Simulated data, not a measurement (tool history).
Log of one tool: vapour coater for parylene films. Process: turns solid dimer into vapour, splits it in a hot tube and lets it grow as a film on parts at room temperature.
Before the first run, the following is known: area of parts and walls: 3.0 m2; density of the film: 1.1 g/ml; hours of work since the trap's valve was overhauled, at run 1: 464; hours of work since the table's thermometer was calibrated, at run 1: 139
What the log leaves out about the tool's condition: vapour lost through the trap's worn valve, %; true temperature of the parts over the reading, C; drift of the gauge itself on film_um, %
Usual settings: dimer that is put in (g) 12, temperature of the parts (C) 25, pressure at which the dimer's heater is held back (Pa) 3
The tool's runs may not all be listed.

| run | hour | dimer that is put in (g) | temperature of the parts (C) | pressure at which the dimer's heater is held back (Pa) | hours of work since the trap's valve was overhauled | hours of work since the table's thermometer was calibrated | thickness of the film (um) |
|---|---|---|---|---|---|---|---|
| 1 | 0 | 12 | 25 | 3 | 464 | 139 | 2.49 |
| 2 | 17.7 | 12 | 25 | 3 | 477 | 152 | 2.494 |
| 3 | 38.6 | 12 | 25 | 3 | 492 | 167 | 2.492 |
| 4 | 56.7 | 12 | 25 | 8.96 | 506 | 180 | 1.893 |
| 5 | 69.5 | 13 | 25 | 3 | 515 | 190 | 2.705 |
| 6 | 80.9 | 13 | 25 | 3 | 523 | 198 | 2.698 |
| 7 | 97.4 | 13 | 25 | 3 | 536 | 211 | 2.686 |
| 8 | 120.5 | 13 | 25 | 3 | 553 | 228 | 2.699 |
| 9 | 132.7 | 12 | 21 | 3 | 562 | 237 | 2.802 |
| 10 | 151.3 | 12 | 25 | 3.58 | 575 | 250 | 2.369 |
| 11 | 169.8 | 12 | 25 | 3.58 | 589 | 264 | 2.385 |
| 12 | 183.3 | 14 | 25 | 3 | 599 | 274 | 2.899 |
| 13 | 197.8 | 14 | 25 | 3 | 610 | 285 | 2.909 |
| 14 | 215.6 | 14 | 25 | 3 | 623 | 298 | 2.883 |
| 15 | 228.8 | 14 | 25 | 3 | 633 | 307 | 2.911 |
| 16 | 251 | 12 | 18 | 3 | 649 | 324 | 3.043 |
| 17 | 264.4 | 12 | 18 | 3.02 | 659 | 334 | 3.015 |
| 18 | 277.2 | 12 | 25 | 2.54 | 668 | 343 | 2.581 |
| 19 | 290.9 | 12 | 25 | 3 | 679 | 353 | 2.48 |
|  | 300 | trap's valve overhauled |
| 20 | 311 | 12 | 25 | 3 | 8 | 365 | 2.566 |
| 21 | 323.8 | 12 | 25 | 3 | 18 | 375 | 2.555 |
| 22 | 347.5 | 20 | 25 | 3 | 35 | 392 | 4.28 |
| 23 | 369.9 | 12 | 25 | 3 | 52 | 409 | 2.558 |
| 24 | 380.9 | 12 | 25 | 3 | 60 | 417 | 2.551 |
| 25 | 392.7 | 21 | 29 | 3.79 | 68 | 425 | 3.752 |
| 26 | 414.5 | 21 | 29 | 3.79 | 85 | 442 | 3.76 |
| 27 | 436.8 | 21 | 28 | 3.79 | 101 | 458 | 3.859 |
| 28 | 456.9 | 20 | 25 | 4.05 | 116 | 473 | 3.944 |
| 29 | 470 | 12 | 26 | 3 | 125 | 483 | 2.476 |
| 30 | 481.7 | 22 | 22 | 3.37 | 134 | 491 | 4.943 |
| 31 | 495.9 | 22 | 22 | 3.37 | 145 | 502 | 4.956 |
| 32 | 513.6 | 15 | 20 | 3.37 | 158 | 515 | 3.567 |
| 33 | 530.5 | 15 | 20 | 3.37 | 170 | 527 | 3.564 |
| 34 | 544.4 | 15 | 20 | 3.37 | 180 | 537 | 3.577 |
| 35 | 565 | 7 | 25 | 7.11 | 196 | 553 | 1.201 |
| 36 | 583 | 7 | 25 | 7.11 | 209 | 566 | 1.199 |
| 37 | 603.5 | 9 | 35 | 7.11 | 224 | 581 | 1.161 |
| 38 | 615.1 | 9 | 35 | 7.11 | 233 | 590 | 1.168 |
| 39 | 628.4 | 12 | 36 | 2.32 | 242 | 599 | 1.98 |
| 40 | 645.2 | 12 | 23 | 4.36 | 255 | 612 | 2.448 |
| 41 | 659.8 | 20 | 25 | 10.34 | 266 | 623 | 3.119 |
| 42 | 679.8 | 20 | 25 | 10.34 | 280 | 637 | 3.124 |
| 43 | 697.4 | 20 | 25 | 10.34 | 293 | 650 | 3.115 |
| 44 | 710.7 | 20 | 35 | 4.55 | 303 | 660 | 2.852 |
| 45 | 729.4 | 6 | 25 | 3 | 317 | 674 | 1.263 |
| 46 | 752 | 9 | 21 | 10.01 | 334 | 691 | 1.596 |
| 47 | 775.6 | 9 | 21 | 10.01 | 351 | 708 | 1.584 |

Consider 4 possible next runs. They are alternatives, not a sequence: every one starts from the tool as it was left by run 47. What does each give?
| A | 788.5 | 12 | 25 | 7.56 | 360 | 718 | ? |
| B | 788.5 | 9 | 27 | 10.01 | 360 | 718 | ? |
| C | 788.5 | 9 | 21 | 11.24 | 360 | 718 | ? |
| D | 788.5 | 9 | 33 | 10.01 | 360 | 718 | ? |

| run | thickness of the film (um) |
|---|---|
| A | 2.027 |
| B | 1.335 |
| C | 1.531 |
| D | 1.122 |
Had the tool no hidden state, the same runs would have come out as:
| run | thickness of the film (um) |
|---|---|
| A | 2.059 |
| B | 1.356 |
| C | 1.555 |
| D | 1.139 |
